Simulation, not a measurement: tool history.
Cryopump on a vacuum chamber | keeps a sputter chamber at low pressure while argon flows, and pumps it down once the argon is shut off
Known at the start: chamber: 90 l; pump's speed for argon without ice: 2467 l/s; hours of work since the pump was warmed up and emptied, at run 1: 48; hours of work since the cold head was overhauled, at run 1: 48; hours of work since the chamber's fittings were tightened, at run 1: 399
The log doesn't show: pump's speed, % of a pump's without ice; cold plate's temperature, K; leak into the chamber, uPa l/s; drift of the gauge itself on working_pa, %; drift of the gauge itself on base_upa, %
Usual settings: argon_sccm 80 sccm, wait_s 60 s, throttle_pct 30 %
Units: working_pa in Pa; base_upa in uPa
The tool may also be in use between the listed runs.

run   hour  argon_sccm  wait_s  throttle_pct  hours of work since the pump was warmed up and emptied  hours of work since the cold head was overhauled  hours of work since the chamber's fittings were tightened  working_pa  base_upa
  1    0.0          80      60            30                                                      48                                                48                                                        399      0.1832      0.77
  2   10.5          80      60            30                                                      52                                                52                                                        403      0.1837      0.82
  3   26.1          80      60            30                                                      58                                                58                                                        410      0.1869      0.80
  4   39.4          80      60            30                                                      64                                                64                                                        415      0.1858      0.76
  5   49.1          80      60            30                                                      68                                                68                                                        419      0.1847      0.80
  6   57.4          80      60            30                                                      71                                                71                                                        423      0.1844      0.78
  7   68.8          80     205            30                                                      76                                                76                                                        427      0.1848      0.38
  8   77.4          80     205            30                                                      80                                                80                                                        431      0.1844      0.37
  9   91.2          78      75            33                                                      85                                                85                                                        437      0.1647      0.66
 10   98.5         111     101            22                                                      88                                                88                                                        440      0.3490      0.53
 11  109.7          34      60            18                                                      93                                                93                                                        444      0.1305      0.79
 12  124.7          76      98            16                                                      99                                                99                                                        450      0.3260      0.56
 13  131.5          80     115            41                                                     102                                               102                                                        453      0.1368      0.53
 14  146.5          80     115            41                                                     108                                               108                                                        459      0.1369      0.53
 15  154.8          98     227            24                                                     112                                               112                                                        463      0.2826      0.37
 16  162.3          98     227            24                                                     115                                               115                                                        466      0.2838      0.35

3 ways to go on from here, each from the tool as it stands after run 16. What would each give?
  A  175.4          52      60            51                                                     120                                               120                                                        471           ?         ?
  B  175.4         153     227            51                                                     120                                               120                                                        471           ?         ?
  C  175.4         125      24            23                                                     120                                               120                                                        471           ?         ?

run  working_pa  base_upa
  A      0.0717      0.81
  B      0.2113      0.36
  C      0.3771      1.67
Without the tool's hidden state the same runs would have given:
run  working_pa  base_upa
  A      0.0698      0.71
  B      0.2056      0.26
  C      0.3724      1.57
